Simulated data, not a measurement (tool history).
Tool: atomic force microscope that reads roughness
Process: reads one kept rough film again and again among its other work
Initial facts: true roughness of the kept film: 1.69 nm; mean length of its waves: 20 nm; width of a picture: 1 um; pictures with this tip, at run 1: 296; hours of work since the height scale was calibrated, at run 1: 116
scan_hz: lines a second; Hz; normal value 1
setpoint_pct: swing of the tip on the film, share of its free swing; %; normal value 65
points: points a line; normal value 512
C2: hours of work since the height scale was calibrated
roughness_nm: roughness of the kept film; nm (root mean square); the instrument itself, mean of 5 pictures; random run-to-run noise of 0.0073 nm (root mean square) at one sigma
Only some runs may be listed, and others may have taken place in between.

{"run": 1, "hour": 0.0, "scan_hz": 1, "setpoint_pct": 65, "points": 512, "pictures with this tip": 296, "C2": 116, "roughness_nm": 1.513}
{"hour": 6.0, "done": "new tip fitted"}
{"run": 2, "hour": 10.6, "scan_hz": 2.3, "setpoint_pct": 65, "points": 512, "pictures with this tip": 6, "C2": 121, "roughness_nm": 1.473}
{"run": 3, "hour": 16.9, "scan_hz": 2.3, "setpoint_pct": 65, "points": 512, "pictures with this tip": 14, "C2": 123, "roughness_nm": 1.47}
{"run": 4, "hour": 22.0, "scan_hz": 2.3, "setpoint_pct": 65, "points": 383, "pictures with this tip": 21, "C2": 126, "roughness_nm": 1.46}
{"run": 5, "hour": 30.7, "scan_hz": 2.3, "setpoint_pct": 65, "points": 383, "pictures with this tip": 33, "C2": 129, "roughness_nm": 1.462}
{"run": 6, "hour": 36.8, "scan_hz": 2.3, "setpoint_pct": 65, "points": 383, "pictures with this tip": 41, "C2": 132, "roughness_nm": 1.466}
{"run": 7, "hour": 45.0, "scan_hz": 2.3, "setpoint_pct": 65, "points": 383, "pictures with this tip": 52, "C2": 136, "roughness_nm": 1.463}
{"run": 8, "hour": 57.5, "scan_hz": 1, "setpoint_pct": 65, "points": 512, "pictures with this tip": 68, "C2": 141, "roughness_nm": 1.516}
{"run": 9, "hour": 63.5, "scan_hz": 1, "setpoint_pct": 65, "points": 512, "pictures with this tip": 76, "C2": 144, "roughness_nm": 1.514}
{"run": 10, "hour": 73.9, "scan_hz": 1, "setpoint_pct": 65, "points": 512, "pictures with this tip": 90, "C2": 148, "roughness_nm": 1.507}
{"run": 11, "hour": 83.2, "scan_hz": 1, "setpoint_pct": 65, "points": 512, "pictures with this tip": 103, "C2": 152, "roughness_nm": 1.502}
{"run": 12, "hour": 93.2, "scan_hz": 1, "setpoint_pct": 65, "points": 512, "pictures with this tip": 116, "C2": 157, "roughness_nm": 1.518}
{"run": 13, "hour": 101.3, "scan_hz": 1, "setpoint_pct": 65, "points": 512, "pictures with this tip": 127, "C2": 160, "roughness_nm": 1.505}
{"run": 14, "hour": 113.4, "scan_hz": 1, "setpoint_pct": 65, "points": 512, "pictures with this tip": 143, "C2": 165, "roughness_nm": 1.499}
{"run": 15, "hour": 125.0, "scan_hz": 2.23, "setpoint_pct": 65, "points": 512, "pictures with this tip": 158, "C2": 170, "roughness_nm": 1.461}
{"run": 16, "hour": 133.6, "scan_hz": 2.23, "setpoint_pct": 65, "points": 512, "pictures with this tip": 170, "C2": 174, "roughness_nm": 1.478}
{"run": 17, "hour": 145.0, "scan_hz": 1, "setpoint_pct": 65, "points": 326, "pictures with this tip": 185, "C2": 179, "roughness_nm": 1.506}
{"run": 18, "hour": 152.1, "scan_hz": 1, "setpoint_pct": 65, "points": 512, "pictures with this tip": 194, "C2": 182, "roughness_nm": 1.506}
{"run": 19, "hour": 163.7, "scan_hz": 1, "setpoint_pct": 65, "points": 512, "pictures with this tip": 210, "C2": 187, "roughness_nm": 1.514}
{"run": 20, "hour": 172.8, "scan_hz": 1, "setpoint_pct": 65, "points": 512, "pictures with this tip": 222, "C2": 191, "roughness_nm": 1.489}
{"run": 21, "hour": 185.2, "scan_hz": 1, "setpoint_pct": 65, "points": 512, "pictures with this tip": 238, "C2": 197, "roughness_nm": 1.516}
{"run": 22, "hour": 196.6, "scan_hz": 1, "setpoint_pct": 65, "points": 851, "pictures with this tip": 253, "C2": 202, "roughness_nm": 1.53}
{"run": 23, "hour": 205.8, "scan_hz": 1.8, "setpoint_pct": 65, "points": 512, "pictures with this tip": 266, "C2": 205, "roughness_nm": 1.485}
{"run": 24, "hour": 211.6, "scan_hz": 1.8, "setpoint_pct": 65, "points": 512, "pictures with this tip": 273, "C2": 208, "roughness_nm": 1.486}
{"run": 25, "hour": 224.2, "scan_hz": 1, "setpoint_pct": 65, "points": 507, "pictures with this tip": 290, "C2": 213, "roughness_nm": 1.515}
{"run": 26, "hour": 230.2, "scan_hz": 1, "setpoint_pct": 65, "points": 507, "pictures with this tip": 298, "C2": 216, "roughness_nm": 1.507}
{"hour": 234.4, "done": "new tip fitted"}
{"run": 27, "hour": 240.4, "scan_hz": 1, "setpoint_pct": 65, "points": 512, "pictures with this tip": 8, "C2": 220, "roughness_nm": 1.504}
{"run": 28, "hour": 247.4, "scan_hz": 1, "setpoint_pct": 65, "points": 512, "pictures with this tip": 17, "C2": 223, "roughness_nm": 1.511}
{"run": 29, "hour": 258.0, "scan_hz": 3.84, "setpoint_pct": 70, "points": 512, "pictures with this tip": 31, "C2": 228, "roughness_nm": 1.382}
{"run": 30, "hour": 264.1, "scan_hz": 0.71, "setpoint_pct": 57, "points": 512, "pictures with this tip": 40, "C2": 231, "roughness_nm": 1.523}
{"run": 31, "hour": 270.6, "scan_hz": 1, "setpoint_pct": 63, "points": 624, "pictures with this tip": 48, "C2": 233, "roughness_nm": 1.528}
{"run": 32, "hour": 277.9, "scan_hz": 1, "setpoint_pct": 63, "points": 624, "pictures with this tip": 58, "C2": 237, "roughness_nm": 1.523}
{"run": 33, "hour": 289.1, "scan_hz": 1.86, "setpoint_pct": 83, "points": 862, "pictures with this tip": 73, "C2": 241, "roughness_nm": 1.402}
{"run": 34, "hour": 294.6, "scan_hz": 1.86, "setpoint_pct": 83, "points": 862, "pictures with this tip": 80, "C2": 244, "roughness_nm": 1.397}
{"run": 35, "hour": 305.8, "scan_hz": 1.86, "setpoint_pct": 83, "points": 862, "pictures with this tip": 95, "C2": 249, "roughness_nm": 1.406}
{"run": 36, "hour": 315.8, "scan_hz": 1.34, "setpoint_pct": 67, "points": 519, "pictures with this tip": 108, "C2": 253, "roughness_nm": 1.493}
{"run": 37, "hour": 328.1, "scan_hz": 2.28, "setpoint_pct": 57, "points": 519, "pictures with this tip": 125, "C2": 258, "roughness_nm": 1.492}
{"run": 38, "hour": 338.4, "scan_hz": 1, "setpoint_pct": 71, "points": 535, "pictures with this tip": 138, "C2": 263, "roughness_nm": 1.506}
{"run": 39, "hour": 348.3, "scan_hz": 1, "setpoint_pct": 62, "points": 279, "pictures with this tip": 152, "C2": 267, "roughness_nm": 1.491}
{"run": 40, "hour": 356.5, "scan_hz": 1, "setpoint_pct": 62, "points": 279, "pictures with this tip": 163, "C2": 271, "roughness_nm": 1.492}
{"run": 41, "hour": 363.2, "scan_hz": 2.92, "setpoint_pct": 69, "points": 617, "pictures with this tip": 171, "C2": 274, "roughness_nm": 1.431}
{"run": 42, "hour": 374.1, "scan_hz": 0.66, "setpoint_pct": 69, "points": 531, "pictures with this tip": 186, "C2": 278, "roughness_nm": 1.521}
{"run": 43, "hour": 385.8, "scan_hz": 0.66, "setpoint_pct": 69, "points": 531, "pictures with this tip": 201, "C2": 284, "roughness_nm": 1.521}
{"run": 44, "hour": 392.6, "scan_hz": 0.66, "setpoint_pct": 69, "points": 531, "pictures with this tip": 211, "C2": 287, "roughness_nm": 1.51}
{"run": 45, "hour": 400.9, "scan_hz": 0.66, "setpoint_pct": 69, "points": 531, "pictures with this tip": 222, "C2": 290, "roughness_nm": 1.523}
{"run": 46, "hour": 412.6, "scan_hz": 3.04, "setpoint_pct": 61, "points": 563, "pictures with this tip": 237, "C2": 295, "roughness_nm": 1.465}
{"run": 47, "hour": 421.1, "scan_hz": 0.96, "setpoint_pct": 73, "points": 465, "pictures with this tip": 248, "C2": 299, "roughness_nm": 1.485}
{"run": 48, "hour": 430.3, "scan_hz": 0.96, "setpoint_pct": 73, "points": 465, "pictures with this tip": 261, "C2": 303, "roughness_nm": 1.494}
{"run": 49, "hour": 438.4, "scan_hz": 0.96, "setpoint_pct": 73, "points": 465, "pictures with this tip": 271, "C2": 306, "roughness_nm": 1.485}
{"run": 50, "hour": 451.0, "scan_hz": 1.08, "setpoint_pct": 65, "points": 577, "pictures with this tip": 288, "C2": 312, "roughness_nm": 1.506}
{"run": 51, "hour": 458.9, "scan_hz": 1.04, "setpoint_pct": 68, "points": 454, "pictures with this tip": 299, "C2": 315, "roughness_nm": 1.499}
{"hour": 462.8, "done": "new tip fitted"}
{"run": 52, "hour": 469.9, "scan_hz": 0.84, "setpoint_pct": 65, "points": 482, "pictures with this tip": 10, "C2": 320, "roughness_nm": 1.524}
{"run": 53, "hour": 481.9, "scan_hz": 2.89, "setpoint_pct": 86, "points": 512, "pictures with this tip": 26, "C2": 325, "roughness_nm": 1.288}
{"run": 54, "hour": 489.1, "scan_hz": 1.46, "setpoint_pct": 63, "points": 512, "pictures with this tip": 35, "C2": 328, "roughness_nm": 1.502}
{"run": 55, "hour": 501.3, "scan_hz": 3.16, "setpoint_pct": 86, "points": 512, "pictures with this tip": 51, "C2": 334, "roughness_nm": 1.286}

Alternative continuations, all from the tool just after run 55; predict every row:
{"run": "A", "hour": 507.3, "scan_hz": 3.16, "setpoint_pct": 72, "points": 512, "pictures with this tip": 59, "C2": 336, "roughness_nm": "?"}
{"run": "B", "hour": 507.3, "scan_hz": 1.5, "setpoint_pct": 65, "points": 882, "pictures with this tip": 59, "C2": 336, "roughness_nm": "?"}
{"run": "C", "hour": 507.3, "scan_hz": 3.16, "setpoint_pct": 60, "points": 634, "pictures with this tip": 59, "C2": 336, "roughness_nm": "?"}

run=A roughness_nm=1.4
run=B roughness_nm=1.516
run=C roughness_nm=1.479
With the hidden condition removed and each run's random variation left untouched, the same runs would have given:
run=A roughness_nm=1.401
run=B roughness_nm=1.517
run=C roughness_nm=1.48
